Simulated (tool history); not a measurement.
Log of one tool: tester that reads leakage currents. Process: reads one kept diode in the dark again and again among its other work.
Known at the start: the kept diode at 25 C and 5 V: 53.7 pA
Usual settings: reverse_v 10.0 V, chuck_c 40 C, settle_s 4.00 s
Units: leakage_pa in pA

{"run": 1, "hour": 0.0, "reverse_v": 10.0, "chuck_c": 40, "settle_s": 4.0, "leakage_pa": 240.01}
{"run": 2, "hour": 141.2, "reverse_v": 10.0, "chuck_c": 40, "settle_s": 4.0, "leakage_pa": 238.45}
{"run": 3, "hour": 300.8, "reverse_v": 10.0, "chuck_c": 40, "settle_s": 4.0, "leakage_pa": 237.18}
{"run": 4, "hour": 393.4, "reverse_v": 10.0, "chuck_c": 40, "settle_s": 4.0, "leakage_pa": 236.53}
{"hour": 465.1, "done": "chuck's temperature calibrated"}
{"run": 5, "hour": 485.2, "reverse_v": 10.0, "chuck_c": 40, "settle_s": 4.0, "leakage_pa": 278.98}
{"run": 6, "hour": 633.6, "reverse_v": 10.0, "chuck_c": 40, "settle_s": 2.67, "leakage_pa": 277.87}
{"run": 7, "hour": 776.3, "reverse_v": 10.0, "chuck_c": 40, "settle_s": 2.67, "leakage_pa": 274.67}
{"run": 8, "hour": 872.6, "reverse_v": 10.0, "chuck_c": 40, "settle_s": 2.67, "leakage_pa": 272.88}
{"run": 9, "hour": 976.8, "reverse_v": 10.0, "chuck_c": 40, "settle_s": 2.67, "leakage_pa": 270.37}
{"run": 10, "hour": 1071.2, "reverse_v": 10.0, "chuck_c": 40, "settle_s": 2.67, "leakage_pa": 271.15}
{"run": 11, "hour": 1215.2, "reverse_v": 1.2, "chuck_c": 40, "settle_s": 4.0, "leakage_pa": 88.75}
{"run": 12, "hour": 1299.5, "reverse_v": 10.0, "chuck_c": 40, "settle_s": 4.0, "leakage_pa": 268.58}
{"run": 13, "hour": 1455.2, "reverse_v": 10.0, "chuck_c": 40, "settle_s": 4.0, "leakage_pa": 264.11}
{"run": 14, "hour": 1637.6, "reverse_v": 10.0, "chuck_c": 40, "settle_s": 4.0, "leakage_pa": 261.99}
{"run": 15, "hour": 1744.8, "reverse_v": 10.0, "chuck_c": 40, "settle_s": 4.0, "leakage_pa": 261.2}
{"run": 16, "hour": 1918.5, "reverse_v": 10.0, "chuck_c": 40, "settle_s": 4.0, "leakage_pa": 259.52}
{"run": 17, "hour": 2021.9, "reverse_v": 10.0, "chuck_c": 40, "settle_s": 4.0, "leakage_pa": 258.96}
{"run": 18, "hour": 2114.6, "reverse_v": 10.0, "chuck_c": 40, "settle_s": 4.0, "leakage_pa": 256.28}
{"run": 19, "hour": 2218.7, "reverse_v": 19.7, "chuck_c": 40, "settle_s": 0.34, "leakage_pa": 381.73}
{"run": 20, "hour": 2292.6, "reverse_v": 19.7, "chuck_c": 40, "settle_s": 0.34, "leakage_pa": 381.05}
{"run": 21, "hour": 2438.9, "reverse_v": 10.0, "chuck_c": 25, "settle_s": 4.0, "leakage_pa": 74.67}
{"run": 22, "hour": 2601.9, "reverse_v": 11.9, "chuck_c": 47, "settle_s": 4.0, "leakage_pa": 474.94}
{"run": 23, "hour": 2698.0, "reverse_v": 11.9, "chuck_c": 47, "settle_s": 4.0, "leakage_pa": 476.09}
{"run": 24, "hour": 2840.3, "reverse_v": 2.1, "chuck_c": 46, "settle_s": 1.8, "leakage_pa": 175.79}
{"run": 25, "hour": 2955.7, "reverse_v": 5.3, "chuck_c": 22, "settle_s": 6.76, "leakage_pa": 39.94}
{"run": 26, "hour": 3058.5, "reverse_v": 16.8, "chuck_c": 27, "settle_s": 6.11, "leakage_pa": 115.12}
{"run": 27, "hour": 3237.0, "reverse_v": 16.8, "chuck_c": 27, "settle_s": 6.11, "leakage_pa": 114.49}
{"run": 28, "hour": 3414.6, "reverse_v": 16.8, "chuck_c": 27, "settle_s": 6.11, "leakage_pa": 114.01}
{"run": 29, "hour": 3527.9, "reverse_v": 8.4, "chuck_c": 35, "settle_s": 8.24, "leakage_pa": 146.63}
{"run": 30, "hour": 3642.3, "reverse_v": 8.4, "chuck_c": 35, "settle_s": 8.24, "leakage_pa": 146.03}
{"run": 31, "hour": 3731.6, "reverse_v": 1.3, "chuck_c": 35, "settle_s": 8.24, "leakage_pa": 53.87}
{"hour": 3747.2, "done": "chuck's temperature calibrated"}
{"run": 32, "hour": 3830.5, "reverse_v": 10.0, "chuck_c": 40, "settle_s": 0.65, "leakage_pa": 280.84}
{"run": 33, "hour": 3937.4, "reverse_v": 7.4, "chuck_c": 37, "settle_s": 2.0, "leakage_pa": 184.97}
{"run": 34, "hour": 4028.2, "reverse_v": 7.4, "chuck_c": 37, "settle_s": 2.0, "leakage_pa": 184.59}
{"run": 35, "hour": 4120.3, "reverse_v": 7.4, "chuck_c": 37, "settle_s": 2.0, "leakage_pa": 184.15}
{"hour": 4184.2, "done": "tester calibrated"}
{"run": 36, "hour": 4216.6, "reverse_v": 7.4, "chuck_c": 37, "settle_s": 2.0, "leakage_pa": 187.66}

Some steps in leakage_pa between neighbouring runs. How much of each would the tool show without its hidden state too (settings, what came in, random variation), and how much is left for the hidden state, with any gauge scatter that isn't in both results?
The hidden state here: stray current of the dirty probe card, pA a volt; current scale over the true one, %; true chuck temperature over the reading, C; drift of the gauge itself on leakage_pa, %.
Run 4 -> 5: chuck's temperature calibrated. leakage_pa +42.45 pA: hidden state +41.75, all else +0.70.
Run 20 -> 21: reverse_v 19.7 -> 10.0, chuck_c 40 -> 25, settle_s 0.34 -> 4.00. leakage_pa -306.38 pA: hidden state +25.09, all else -331.47.
Run 21 -> 22: reverse_v 10.0 -> 11.9, chuck_c 25 -> 47. leakage_pa +400.27 pA: hidden state -47.96, all else +448.23.
Run 23 -> 24: reverse_v 11.9 -> 2.1, chuck_c 47 -> 46, settle_s 4.00 -> 1.80. leakage_pa -300.30 pA: hidden state +30.57, all else -330.87.

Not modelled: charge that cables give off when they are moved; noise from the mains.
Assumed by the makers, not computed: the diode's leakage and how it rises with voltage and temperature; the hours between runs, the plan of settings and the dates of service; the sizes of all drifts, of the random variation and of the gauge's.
